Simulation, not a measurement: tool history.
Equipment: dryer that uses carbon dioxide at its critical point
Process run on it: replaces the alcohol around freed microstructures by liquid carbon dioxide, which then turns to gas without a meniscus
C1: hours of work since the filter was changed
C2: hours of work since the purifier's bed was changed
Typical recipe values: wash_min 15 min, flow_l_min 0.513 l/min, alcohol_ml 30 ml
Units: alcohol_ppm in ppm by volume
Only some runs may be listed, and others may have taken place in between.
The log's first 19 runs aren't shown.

run 20 day=24.971 | wash_min=20 flow_l_min=0.374 alcohol_ml=30 | C1=165 C2=850 | alcohol_ppm=236
run 21 day=25.704 | wash_min=20 flow_l_min=0.513 alcohol_ml=32 | C1=179 C2=863 | alcohol_ppm=213
run 22 day=27.433 | wash_min=15 flow_l_min=0.513 alcohol_ml=29 | C1=211 C2=895 | alcohol_ppm=241
run 23 day=28.838 | wash_min=14 flow_l_min=0.513 alcohol_ml=21 | C1=237 C2=921 | alcohol_ppm=257
run 24 day=30.354 | wash_min=15 flow_l_min=0.429 alcohol_ml=30 | C1=265 C2=949 | alcohol_ppm=317
run 25 day=32.046 | wash_min=15 flow_l_min=0.429 alcohol_ml=30 | C1=296 C2=981 | alcohol_ppm=325
run 26 day=33.104 | wash_min=12 flow_l_min=0.361 alcohol_ml=30 | C1=316 C2=1000 | alcohol_ppm=852
run 27 day=34.55 | wash_min=17 flow_l_min=0.336 alcohol_ml=41 | C1=343 C2=1027 | alcohol_ppm=509
run 28 day=36.308 | wash_min=16 flow_l_min=0.782 alcohol_ml=116 | C1=375 C2=1060 | alcohol_ppm=260
run 29 day=37.692 | wash_min=16 flow_l_min=0.782 alcohol_ml=116 | C1=401 C2=1085 | alcohol_ppm=257
run 30 day=38.917 | wash_min=16 flow_l_min=0.782 alcohol_ml=116 | C1=424 C2=1108 | alcohol_ppm=266
run 31 day=40.125 | wash_min=18 flow_l_min=0.362 alcohol_ml=30 | C1=446 C2=1131 | alcohol_ppm=374
-- day=41.146 inlet filter changed
run 32 day=41.629 | wash_min=18 flow_l_min=0.362 alcohol_ml=30 | C1=9 C2=1158 | alcohol_ppm=325
run 33 day=42.896 | wash_min=15 flow_l_min=0.39 alcohol_ml=91 | C1=32 C2=1181 | alcohol_ppm=597
run 34 day=43.679 | wash_min=14 flow_l_min=0.513 alcohol_ml=89 | C1=47 C2=1196 | alcohol_ppm=363
-- day=45.342 purifier's bed changed
run 35 day=45.412 | wash_min=15 flow_l_min=0.604 alcohol_ml=89 | C1=77 C2=1 | alcohol_ppm=14

Branching from run 35: 4 alternative next runs. What would each branch give?
run A day=46.325 | wash_min=15 flow_l_min=0.433 alcohol_ml=30 | C1=94 C2=18 | alcohol_ppm=?
run B day=46.325 | wash_min=15 flow_l_min=0.392 alcohol_ml=40 | C1=94 C2=18 | alcohol_ppm=?
run C day=46.325 | wash_min=15 flow_l_min=0.731 alcohol_ml=28 | C1=94 C2=18 | alcohol_ppm=?
run D day=46.325 | wash_min=16 flow_l_min=0.335 alcohol_ml=30 | C1=94 C2=18 | alcohol_ppm=?

run=A alcohol_ppm=75
run=B alcohol_ppm=162
run=C alcohol_ppm=5
run=D alcohol_ppm=196
Had the tool no hidden state, the same runs would have come out as:
run=A alcohol_ppm=61
run=B alcohol_ppm=135
run=C alcohol_ppm=0
run=D alcohol_ppm=168

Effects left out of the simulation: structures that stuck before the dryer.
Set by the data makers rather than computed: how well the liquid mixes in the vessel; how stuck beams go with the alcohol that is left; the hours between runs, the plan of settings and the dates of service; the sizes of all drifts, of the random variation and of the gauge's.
